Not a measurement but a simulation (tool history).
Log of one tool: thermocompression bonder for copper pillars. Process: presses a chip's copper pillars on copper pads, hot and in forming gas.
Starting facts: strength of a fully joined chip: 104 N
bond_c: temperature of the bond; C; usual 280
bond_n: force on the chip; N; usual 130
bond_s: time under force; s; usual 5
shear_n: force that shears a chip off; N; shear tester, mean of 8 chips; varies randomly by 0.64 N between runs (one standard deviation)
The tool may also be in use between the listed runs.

run     day  bond_c  bond_n  bond_s  shear_n
  1   0.000     280     130       5     37.9
  2   0.158     280     130       5     37.7
  3   0.471     280     130       5     37.8
  4   0.725     261     130       5     27.6
  5   1.017     261     130       5     27.8
  6   1.200     261     169       5     36.1
  7   1.433     280     153       5     43.8
  8   1.662     280      95       5     28.3
  9   2.021     280      95       5     27.4
 10   2.288     280      95       5     28.2
 11   2.617     280      95       5     28.7
 12   2.992     257     130       5     26.0
 13   3.188     257     130       5     26.7
 14   3.533     257     130       5     25.8
 15   3.754     257     130       5     25.8
 16   4.075     257     130       5     27.2
 17   4.400     257     130       5     25.3
 18   4.646     257     130       5     25.5
 19   4.971     257     130       5     25.4
 20   5.296     257     130       5     25.5
 21   5.538     257     130       5     25.9
 22   5.912     284     110       3     26.9
 23   6.142     252     130       3     19.3
 24   6.438     252     130       3     17.4
 25   6.783     262     108       5     23.0
 26   7.079     278     145       5     38.2
 27   7.342     278     145       5     38.4
 28   7.575     278     145       5     39.3
 29   7.792     278     145       5     38.0
 30   7.979     288     130       5     40.8
 31   8.233     281     151       5     42.2
 32   8.496     286     194       4     50.1
 33   8.854     286     194       4     49.1
 34   9.042     279     194       4     46.8
 35   9.267     279     194       4     46.5
 36   9.450     280      88       3     19.3
 37   9.621     280      88       3     20.0
 38   9.862     280      91      10     33.6
 39  10.192     280      91      10     31.6
 40  10.342     265      91       6     21.0

Consider 4 possible next runs. They are alternatives, not a sequence: every one starts from the tool as it was left by run 40. What does each give?
  A  10.625     309     139       5        ?
  B  10.625     308     180      15        ?
  C  10.625     280     173       5        ?
  D  10.625     280      93       4        ?

run  shear_n
  A     54.1
  B     79.4
  C     46.0
  D     22.5
The same runs, with their run-to-run variation unchanged, on a tool lacking any hidden condition would have given:
run  shear_n
  A     59.5
  B     85.8
  C     50.9
  D     25.3
